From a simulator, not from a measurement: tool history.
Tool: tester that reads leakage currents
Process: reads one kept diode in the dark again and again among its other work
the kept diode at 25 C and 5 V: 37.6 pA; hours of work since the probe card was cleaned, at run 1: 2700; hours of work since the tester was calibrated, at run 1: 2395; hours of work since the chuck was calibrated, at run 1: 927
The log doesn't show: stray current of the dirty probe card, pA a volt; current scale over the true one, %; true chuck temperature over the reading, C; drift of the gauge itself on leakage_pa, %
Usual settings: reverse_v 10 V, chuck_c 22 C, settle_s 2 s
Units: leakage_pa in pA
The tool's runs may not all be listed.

| run | hour | reverse_v | chuck_c | settle_s | hours of work since the probe card was cleaned | hours of work since the tester was calibrated | hours of work since the chuck was calibrated | leakage_pa |
|---|---|---|---|---|---|---|---|---|
| 1 | 0 | 10 | 22 | 2 | 2700 | 2395 | 927 | 57.12 |
| 2 | 92.1 | 10 | 22 | 0.57 | 2749 | 2445 | 976 | 61.11 |
| 3 | 171.6 | 10 | 38 | 2 | 2792 | 2488 | 1019 | 159.76 |
| 4 | 253.8 | 10 | 22 | 5.84 | 2836 | 2532 | 1063 | 56.54 |
| 5 | 378 | 10 | 22 | 1.25 | 2903 | 2599 | 1130 | 58.96 |
| 6 | 490.4 | 10 | 22 | 1.25 | 2963 | 2659 | 1191 | 59.37 |
| 7 | 615.3 | 10 | 22 | 1.25 | 3030 | 2726 | 1258 | 59.21 |
| 8 | 684.8 | 10 | 22 | 1.25 | 3068 | 2764 | 1295 | 59.62 |
| 9 | 757 | 10 | 22 | 1.25 | 3107 | 2802 | 1334 | 59.8 |
| 10 | 827 | 10 | 22 | 1.25 | 3144 | 2840 | 1372 | 59.52 |
| 11 | 902.1 | 10 | 22 | 1.25 | 3185 | 2880 | 1412 | 60.35 |
| 12 | 1020.6 | 10 | 22 | 1.25 | 3248 | 2944 | 1476 | 60.3 |
|  | 1035.8 | probe card cleaned and baked |
| 13 | 1085.3 | 13 | 22 | 0.62 | 27 | 2977 | 1509 | 86.23 |
| 14 | 1180.9 | 13 | 22 | 0.62 | 78 | 3029 | 1560 | 87.1 |
| 15 | 1314.4 | 2.8 | 36 | 0.37 | 150 | 3100 | 1632 | 76.66 |
| 16 | 1401 | 1.4 | 22 | 2.51 | 196 | 3147 | 1679 | 19.48 |
|  | 1455.3 | probe card cleaned and baked, once more |
| 17 | 1466.8 | 1.4 | 22 | 2.51 | 6 | 3181 | 1712 | 15.02 |
| 18 | 1587.6 | 17.4 | 24 | 2 | 71 | 3246 | 1777 | 55.51 |
|  | 1667.8 | chuck's temperature calibrated |
| 19 | 1698.2 | 17.4 | 24 | 2 | 130 | 3304 | 16 | 63.81 |
| 20 | 1800.4 | 1.1 | 28 | 2 | 185 | 3359 | 71 | 25.94 |
| 21 | 1876.7 | 10.8 | 22 | 4.03 | 226 | 3400 | 112 | 43.01 |
| 22 | 1968.3 | 1.1 | 49 | 5.9 | 275 | 3449 | 162 | 133.33 |
| 23 | 2038.6 | 2 | 22 | 1.11 | 313 | 3487 | 199 | 20.69 |
| 24 | 2107.8 | 2 | 25 | 1.11 | 350 | 3524 | 237 | 26.34 |

3 ways to go on from here, each from the tool as it stands after run 24. What would each give?
| A | 2184.7 | 1.1 | 38 | 2.73 | 391 | 3566 | 278 | ? |
| B | 2184.7 | 2 | 25 | 5.38 | 391 | 3566 | 278 | ? |
| C | 2184.7 | 4.8 | 22 | 2 | 391 | 3566 | 278 | ? |

| run | leakage_pa |
|---|---|
| A | 57.64 |
| B | 25.73 |
| C | 30.36 |
Without the tool's hidden state the same runs would have given:
| run | leakage_pa |
|---|---|
| A | 58.06 |
| B | 25.55 |
| C | 29.44 |
